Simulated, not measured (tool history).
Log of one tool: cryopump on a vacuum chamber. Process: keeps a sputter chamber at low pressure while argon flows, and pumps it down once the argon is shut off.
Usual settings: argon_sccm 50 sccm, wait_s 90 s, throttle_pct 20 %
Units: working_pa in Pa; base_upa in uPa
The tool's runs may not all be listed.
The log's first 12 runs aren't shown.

run,hour,argon_sccm,wait_s,throttle_pct,working_pa,base_upa
13,447.9,62,90,20,0.2431,0.79
14,483.4,62,90,20,0.2444,0.78
15,508.7,62,90,20,0.2436,0.84
16,543.7,99,90,20,0.3906,0.86
17,589.2,99,90,20,0.3882,0.83
18,635.0,50,64,22,0.1797,0.97
19,690.1,50,64,22,0.1803,0.99
20,724.9,50,53,20,0.1958,1.01
21,776.3,23,265,19,0.0956,0.76
22,815.2,50,90,32,0.1261,0.94
23,841.6,45,63,23,0.1565,1.04
24,866.6,45,63,23,0.1567,1.03
25,890.5,45,63,23,0.1554,1.06
26,945.2,45,63,23,0.1579,1.03
27,970.1,45,63,23,0.1565,1.11

Run 28 comes next. What will it give?
28,1018.5,32,63,24,?,?

working_pa: 0.1081 Pa
base_upa: 1.11 uPa
Without the tool's hidden state the same run would have given working_pa 0.1031 Pa, base_upa 0.45 uPa.
